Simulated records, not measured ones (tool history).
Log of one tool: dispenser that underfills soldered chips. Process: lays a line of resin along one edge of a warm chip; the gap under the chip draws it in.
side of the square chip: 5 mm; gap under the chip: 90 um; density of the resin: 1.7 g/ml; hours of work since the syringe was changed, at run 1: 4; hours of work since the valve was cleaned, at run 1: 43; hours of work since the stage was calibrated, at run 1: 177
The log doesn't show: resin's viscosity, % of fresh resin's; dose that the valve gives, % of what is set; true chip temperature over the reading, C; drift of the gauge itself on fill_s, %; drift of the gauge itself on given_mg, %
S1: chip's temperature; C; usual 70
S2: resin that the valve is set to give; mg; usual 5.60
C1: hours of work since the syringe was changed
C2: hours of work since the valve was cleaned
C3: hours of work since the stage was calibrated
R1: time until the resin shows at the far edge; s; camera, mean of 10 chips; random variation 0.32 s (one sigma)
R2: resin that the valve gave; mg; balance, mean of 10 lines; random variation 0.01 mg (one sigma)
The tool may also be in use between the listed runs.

| run | hour | S1 | S2 | C1 | C2 | C3 | R1 | R2 |
|---|---|---|---|---|---|---|---|---|
| 1 | 0.0 | 70 | 5.60 | 4 | 43 | 177 | 13.8 | 5.55 |
|  | 9.3 | new syringe of resin |
| 2 | 9.3 | 70 | 5.60 | 0 | 48 | 183 | 10.1 | 5.52 |
| 3 | 18.1 | 55 | 5.60 | 5 | 54 | 188 | 26.4 | 5.51 |
|  | 24.9 | new syringe of resin |
| 4 | 28.6 | 55 | 5.60 | 2 | 60 | 194 | 20.8 | 5.52 |
| 5 | 38.0 | 55 | 5.06 | 8 | 66 | 200 | 33.6 | 4.94 |
|  | 39.9 | new syringe of resin |
| 6 | 45.1 | 60 | 5.60 | 3 | 70 | 204 | 18.0 | 5.49 |
| 7 | 50.8 | 60 | 5.60 | 7 | 73 | 208 | 23.9 | 5.49 |
|  | 55.7 | new syringe of resin |
| 8 | 60.7 | 70 | 5.60 | 3 | 79 | 214 | 12.9 | 5.46 |
| 9 | 66.3 | 70 | 5.60 | 7 | 83 | 217 | 17.3 | 5.44 |
|  | 70.8 | new syringe of resin |
| 10 | 74.6 | 70 | 5.60 | 2 | 88 | 222 | 12.3 | 5.46 |
| 11 | 82.5 | 70 | 5.60 | 7 | 93 | 227 | 17.9 | 5.43 |
|  | 86.1 | new syringe of resin |
| 12 | 87.3 | 68 | 5.60 | 1 | 95 | 230 | 11.0 | 5.44 |
|  | 90.6 | dispensing valve cleaned and set on the balance |
| 13 | 94.9 | 68 | 5.60 | 5 | 3 | 234 | 15.7 | 5.58 |
|  | 102.8 | new syringe of resin |
| 14 | 104.5 | 68 | 5.60 | 1 | 8 | 240 | 11.3 | 5.60 |
| 15 | 113.9 | 70 | 5.62 | 7 | 14 | 245 | 17.0 | 5.59 |
|  | 118.8 | new syringe of resin |
| 16 | 123.5 | 70 | 5.62 | 3 | 20 | 251 | 12.3 | 5.58 |
| 17 | 128.4 | 70 | 5.62 | 6 | 23 | 254 | 15.0 | 5.59 |
|  | 134.6 | new syringe of resin |
| 18 | 139.2 | 70 | 5.62 | 3 | 29 | 261 | 12.0 | 5.55 |
| 19 | 147.4 | 73 | 6.03 | 8 | 35 | 266 | 16.9 | 5.95 |
|  | 150.4 | new syringe of resin |
| 20 | 154.7 | 73 | 7.20 | 3 | 39 | 270 | 10.8 | 7.12 |
| 21 | 161.5 | 84 | 7.03 | 7 | 43 | 274 | 11.1 | 6.91 |
|  | 165.8 | new syringe of resin |
| 22 | 171.0 | 61 | 5.94 | 3 | 49 | 280 | 18.2 | 5.83 |
| 23 | 179.9 | 61 | 6.84 | 9 | 54 | 285 | 26.8 | 6.72 |
|  | 180.9 | new syringe of resin |
| 24 | 186.2 | 61 | 6.84 | 3 | 58 | 289 | 16.8 | 6.71 |
| 25 | 193.1 | 61 | 6.84 | 8 | 62 | 293 | 24.0 | 6.69 |
|  | 196.2 | new syringe of resin |
| 26 | 202.8 | 61 | 6.84 | 4 | 68 | 299 | 18.4 | 6.66 |
| 27 | 210.0 | 67 | 6.56 | 9 | 72 | 304 | 21.1 | 6.41 |
|  | 212.0 | new syringe of resin |
| 28 | 214.7 | 76 | 7.02 | 2 | 75 | 306 | 9.0 | 6.82 |
| 29 | 225.1 | 76 | 7.02 | 8 | 82 | 313 | 15.4 | 6.81 |
|  | 227.4 | new syringe of resin |
| 30 | 233.4 | 62 | 6.20 | 4 | 86 | 318 | 17.1 | 6.00 |
|  | 242.6 | new syringe of resin |
| 31 | 242.6 | 79 | 5.22 | 0 | 92 | 323 | 8.0 | 5.04 |
|  | 251.4 | dispensing valve cleaned and set on the balance |
| 32 | 251.8 | 79 | 5.22 | 5 | 0 | 328 | 10.5 | 5.23 |
|  | 259.2 | new syringe of resin |
| 33 | 259.7 | 70 | 7.04 | 0 | 5 | 333 | 9.5 | 7.02 |
| 34 | 264.5 | 58 | 4.90 | 3 | 8 | 336 | 20.0 | 4.88 |
| 35 | 270.1 | 67 | 4.85 | 7 | 11 | 339 | 19.2 | 4.81 |
|  | 274.5 | new syringe of resin |
| 36 | 279.1 | 57 | 4.85 | 3 | 17 | 345 | 19.7 | 4.82 |

Some steps in R1 between neighbouring runs. How much of each would the tool show without its hidden state too (settings, what came in, random variation), and how much is left for the hidden state, with any gauge scatter that isn't in both results?
Run 2 -> 3: S1 70 -> 55. R1 +16.3 s: hidden state +9.3, all else +7.0.
Run 4 -> 5: S2 5.60 -> 5.06. R1 +12.8 s: hidden state +12.6, all else +0.2.
Run 5 -> 6: S1 55 -> 60, S2 5.06 -> 5.60, new syringe of resin. R1 -15.6 s: hidden state -12.1, all else -3.5.
Run 23 -> 24: new syringe of resin. R1 -10.0 s: hidden state -9.8, all else -0.2.
